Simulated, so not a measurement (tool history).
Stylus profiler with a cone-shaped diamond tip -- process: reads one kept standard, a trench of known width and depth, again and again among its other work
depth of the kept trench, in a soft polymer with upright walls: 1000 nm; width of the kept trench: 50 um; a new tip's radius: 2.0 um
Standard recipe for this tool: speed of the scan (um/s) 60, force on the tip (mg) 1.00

run,hour,speed of the scan (um/s),force on the tip (mg),depth of the trench (Å),width of the trench's floor (µm)
1,0.0,60,1.00,10086.2,46.07
2,14.4,60,1.00,10090.1,46.09
3,25.5,60,1.00,10092.5,46.06
4,38.1,60,0.44,10054.8,45.75
5,56.8,60,0.44,10048.9,45.76
6,70.5,60,0.87,10078.4,45.92
7,91.5,60,0.87,10078.4,45.88
8,110.3,60,1.00,10087.7,45.91
9,131.2,60,2.53,10168.7,46.08
10,147.8,60,1.00,10090.7,45.92
11,170.8,60,1.00,10090.9,45.83

Run 12 is up next; what results do you expect?
12,181.6,60,1.00,?,?

depth of the trench (Å): 10092.4
width of the trench's floor (µm): 45.92
On a tool with no hidden condition, and with the same random variation, this run would have come out at depth of the trench (Å) 10087.7, width of the trench's floor (µm) 46.15.

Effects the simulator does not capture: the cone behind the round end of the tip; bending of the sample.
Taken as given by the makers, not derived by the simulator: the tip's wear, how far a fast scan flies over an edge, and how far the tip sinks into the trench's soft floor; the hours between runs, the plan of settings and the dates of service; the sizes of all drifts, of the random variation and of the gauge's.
